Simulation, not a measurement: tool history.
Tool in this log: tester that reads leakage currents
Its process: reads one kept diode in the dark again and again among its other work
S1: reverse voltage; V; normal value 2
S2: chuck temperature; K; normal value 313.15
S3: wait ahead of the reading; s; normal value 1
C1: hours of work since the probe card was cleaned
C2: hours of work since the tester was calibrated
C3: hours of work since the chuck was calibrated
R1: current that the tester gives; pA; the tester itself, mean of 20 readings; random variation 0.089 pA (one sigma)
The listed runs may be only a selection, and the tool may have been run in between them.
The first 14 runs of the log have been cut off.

run    hour     S1      S2    S3    C1    C2   C3     R1
     1006.9  -- chuck's temperature calibrated, once more
 15  1050.5      2  313.15     1  1552  1692   27  28.07
 16  1117.7      2  294.15     1  1594  1734   69   9.37
 17  1222.4   5.14  294.15     1  1660  1800  135  17.78
 18  1318.2   5.14  294.15     1  1720  1860  195  18.18
 19    1420   5.14  294.15     1  1784  1924  259  18.46
 20    1506   5.14  294.15     1  1838  1977  313  18.86
 21    1584   3.54  294.15  2.25  1887  2026  362  14.48
 22  1659.1   3.54  294.15  2.25  1934  2073  409  14.66
 23  1722.3  15.46  297.15     1  1973  2113  449  49.77
 24  1801.1    8.1  317.15  8.07  2023  2162  498  75.96
     1838.5  -- probe card cleaned and baked
 25  1857.5  16.23  317.15  5.48    12  2196  531   78.3
 26  1959.3  16.23  317.15  5.48    76  2260  595  79.91
 27  2035.1  16.23  317.15  5.48   123  2307  643  81.12
 28  2133.8   6.11  299.15  8.28   185  2369  705  15.53
 29  2234.4   6.11  299.15  8.28   248  2432  768  16.11
 30  2292.2   6.11  299.15  4.34   284  2468  804  16.42
 31  2392.1   4.46  313.15   0.5   347  2531  867   38.6
       2434  -- chuck's temperature calibrated
 32  2480.9      2  309.15  5.23   402  2586   29  19.07
 33  2561.5   7.33  321.15  5.71   452  2636   80  75.13
 34  2656.4  13.78  299.15  2.31   512  2696  139  26.32
 35  2735.3  13.78  299.15  2.31   561  2745  189  27.19
 36  2796.8      2  313.15  5.65   600  2784  227  26.26
 37  2882.6      2  313.15  5.65   653  2837  281  26.43
 38  2978.5      2  313.15  5.65   713  2898  341  26.44
 39  3022.7      2  316.15     1   741  2925  369  32.96

Branching from run 39: 3 alternative next runs. What would each branch give?
  A  3106.7   2  313.15  9.92  794  2978  422   ?
  B  3106.7   2  296.15     1  794  2978  422   ?
  C  3106.7   2  316.15  4.37  794  2978  422   ?

run     R1
  A  26.88
  B   8.77
  C  32.83
With no hidden state in the tool, these same runs would have given:
run     R1
  A  24.19
  B   6.84
  C   29.9
